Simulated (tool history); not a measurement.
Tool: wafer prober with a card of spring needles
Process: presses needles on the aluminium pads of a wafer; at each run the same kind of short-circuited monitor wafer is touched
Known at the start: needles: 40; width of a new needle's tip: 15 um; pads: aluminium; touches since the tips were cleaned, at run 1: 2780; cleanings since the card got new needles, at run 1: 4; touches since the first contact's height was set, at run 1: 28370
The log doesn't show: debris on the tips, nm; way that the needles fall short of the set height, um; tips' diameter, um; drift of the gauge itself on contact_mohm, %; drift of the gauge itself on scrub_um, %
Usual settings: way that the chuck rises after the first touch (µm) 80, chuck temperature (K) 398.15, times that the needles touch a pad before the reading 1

run,hour,way that the chuck rises after the first touch (µm),chuck temperature (K),times that the needles touch a pad before the reading,touches since the tips were cleaned,cleanings since the card got new needles,touches since the first contact's height was set,resistance of one needle with its contact and lead (mohm),way that a needle slides on the pad (µm)
1,0.0,80,398.15,1,2780,4,28370,214,13.20
2,5.8,80,398.15,1,4596,4,30186,214,13.23
# hour 9.4: tips cleaned on abrasive film
3,13.8,80,398.15,1,1368,5,32653,214,13.24
4,23.2,80,398.15,1,4303,5,35588,213,13.22
# hour 28.4: tips cleaned on abrasive film
5,29.5,80,398.15,2,342,6,37537,213,13.23
6,34.9,80,398.15,2,2040,6,39235,214,13.26
7,44.9,80,398.15,1,5158,6,42353,216,13.29
# hour 47.1: tips cleaned on abrasive film
8,56.8,80,398.15,1,3042,7,46060,215,13.28
9,62.1,80,398.15,1,4681,7,47699,213,13.30
# hour 66.2: tips cleaned on abrasive film
10,72.6,67,398.15,1,2008,8,50974,215,11.14
11,81.7,67,398.15,1,4845,8,53811,215,11.19
# hour 85.5: tips cleaned on abrasive film
12,88.7,67,351.15,1,1001,9,55958,207,11.17
13,94.4,67,351.15,1,2777,9,57734,205,11.16
14,99.7,67,351.15,1,4461,9,59418,204,11.19
# hour 104.4: tips cleaned on abrasive film
15,111.2,91,351.15,1,2123,10,62961,203,15.22
16,120.3,80,398.15,1,4990,10,65828,215,13.38
# hour 123.1: tips cleaned on abrasive film
17,130.0,80,398.15,1,2157,11,68834,214,13.39
18,136.1,80,398.15,1,4046,11,70723,214,13.41
# hour 141.5: tips cleaned on abrasive film
19,143.8,80,398.15,1,727,12,73106,213,13.42
20,151.1,67,310.15,2,3016,12,75395,197,11.24
# hour 160.1: tips cleaned on abrasive film
21,160.5,67,310.15,2,102,13,78296,196,11.26
22,172.3,80,330.15,3,3815,13,82009,198,13.46
# hour 178.8: tips cleaned on abrasive film
# hour 180.8: gauge calibrated
23,183.6,80,330.15,3,1514,14,85507,200,13.20
24,189.4,84,302.15,1,3325,14,87318,196,13.88
# hour 196.3: height of the first contact set anew
# hour 197.5: tips cleaned on abrasive film
25,201.5,89,323.15,1,1255,15,1607,196,14.70
26,209.0,63,398.15,1,3601,15,3953,215,10.42
# hour 216.2: tips cleaned on abrasive film
27,216.2,60,337.15,1,0,16,6157,203,9.95
28,224.0,60,349.15,1,2462,16,8619,208,9.95
29,231.9,60,349.15,1,4928,16,11085,209,9.96
# hour 235.4: tips cleaned on abrasive film
30,238.4,88,355.15,2,936,17,13078,204,14.62
31,246.7,80,398.15,3,3556,17,15698,214,13.30
# hour 253.9: tips cleaned on abrasive film
32,257.2,80,398.15,3,1038,18,18938,212,13.32
33,268.4,80,319.15,1,4553,18,22453,196,13.33
# hour 272.8: tips cleaned on abrasive film
34,273.6,62,398.15,1,255,19,24040,215,10.33
35,284.5,96,313.15,2,3649,19,27434,196,16.03

Forecast each of these 3 alternatives for the next run:
A,290.1,76,313.15,2,5404,19,29189,?,?
B,290.1,79,309.15,2,5404,19,29189,?,?
C,290.1,90,299.15,2,5404,19,29189,?,?

run,resistance of one needle with its contact and lead (mohm),way that a needle slides on the pad (µm)
A,198,12.69
B,195,13.18
C,190,15.04
Without the tool's hidden state the same runs would have given:
run,resistance of one needle with its contact and lead (mohm),way that a needle slides on the pad (µm)
A,198,12.53
B,194,13.02
C,190,14.86

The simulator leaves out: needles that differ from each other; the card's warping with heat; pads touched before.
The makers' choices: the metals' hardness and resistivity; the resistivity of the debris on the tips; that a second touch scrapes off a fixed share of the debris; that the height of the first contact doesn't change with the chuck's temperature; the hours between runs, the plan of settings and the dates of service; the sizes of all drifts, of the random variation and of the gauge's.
